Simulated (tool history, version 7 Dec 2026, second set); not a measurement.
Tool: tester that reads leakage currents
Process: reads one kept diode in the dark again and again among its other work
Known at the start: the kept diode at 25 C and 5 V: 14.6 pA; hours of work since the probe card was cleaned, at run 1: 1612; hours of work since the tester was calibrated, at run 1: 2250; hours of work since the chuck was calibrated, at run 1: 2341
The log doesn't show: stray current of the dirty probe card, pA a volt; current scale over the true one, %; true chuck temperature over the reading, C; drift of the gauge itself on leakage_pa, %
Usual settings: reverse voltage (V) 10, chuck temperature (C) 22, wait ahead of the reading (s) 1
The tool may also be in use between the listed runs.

run	hour	reverse voltage (V)	chuck temperature (C)	wait ahead of the reading (s)	hours of work since the probe card was cleaned	hours of work since the tester was calibrated	hours of work since the chuck was calibrated	current that the tester gives (pA)
1	0	10	22	1	1612	2250	2341	34.03
2	59.9	10	57	1	1642	2280	2371	260.05
3	137	10	57	1	1681	2319	2410	260.07
# hour 199.4: chuck's temperature calibrated
4	266.1	10	57	1	1746	2383	34	226.43
5	356.6	10	57	1	1791	2429	80	227.71
6	466.9	10	57	1	1847	2485	135	229.47
# hour 514.3: tester calibrated
7	540.5	10	22	0.46	1883	13	171	34.67
8	655.3	10	22	0.46	1941	71	230	35.29
9	750.8	10	22	0.46	1990	120	278	35.47
10	861.3	10	22	2.08	2045	175	334	33.21
# hour 875.1: tester calibrated, once more
11	993.1	10	22	2.08	2111	60	399	35.09
12	1104.6	10	22	0.46	2167	116	456	38.17
13	1177.8	10	22	0.46	2204	153	493	38.61
14	1277.6	10	22	3.96	2255	204	543	35.89
15	1373.3	10	22	3.96	2303	252	592	36.25
16	1474.4	2.1	22	3.96	2355	303	643	12.1
17	1566.3	10	22	1	2401	350	689	38.37
18	1654.5	10	22	1	2446	394	734	38.93
19	1782.9	10	22	1	2510	459	799	39.44
20	1911.6	10	22	1	2576	524	864	40.07
21	2044.6	5.8	22	1	2643	591	931	26.82
22	2157.6	1.2	22	1	2700	649	988	9.11
23	2273.4	1.2	22	1	2759	707	1047	9.07
24	2344.1	2.3	23	0.5	2794	743	1082	15.13
25	2436.3	4.3	51	2.1	2841	789	1129	112.43
26	2544.7	4.3	51	2.26	2896	844	1184	112.89
27	2666.7	1.5	45	2.26	2957	906	1246	44.3
28	2790.9	2.1	34	9.62	3020	969	1308	26.69
29	2850.5	15.2	46	9.62	3050	999	1339	172.47
30	2982.3	10	57	1	3117	1066	1405	260.98
31	3042.7	3	21	6.98	3148	1096	1436	16.91
# hour 3124.7: probe card cleaned and baked
32	3151.9	3	21	6.98	14	1150	1489	9.38
33	3269	3	21	6.98	73	1209	1549	9.57
34	3379.9	3	21	6.98	129	1265	1605	9.69
35	3482.9	3	21	6.98	181	1317	1657	9.89
36	3569.2	1.8	22	1	225	1361	1700	8.53
37	3652.1	1.8	22	1	267	1403	1742	8.63
38	3781.1	5.7	22	0.33	332	1468	1808	18.43
39	3873.7	7.7	22	1	379	1515	1854	19.9
40	3957.5	2.8	22	2.16	421	1557	1897	11.19

Run 41 comes next. What will it give?
41	4079	1.4	32	0.35	483	1619	1958	?

current that the tester gives (pA): 17.09
Without the tool's hidden state the same run would have given current that the tester gives (pA) 14.51.

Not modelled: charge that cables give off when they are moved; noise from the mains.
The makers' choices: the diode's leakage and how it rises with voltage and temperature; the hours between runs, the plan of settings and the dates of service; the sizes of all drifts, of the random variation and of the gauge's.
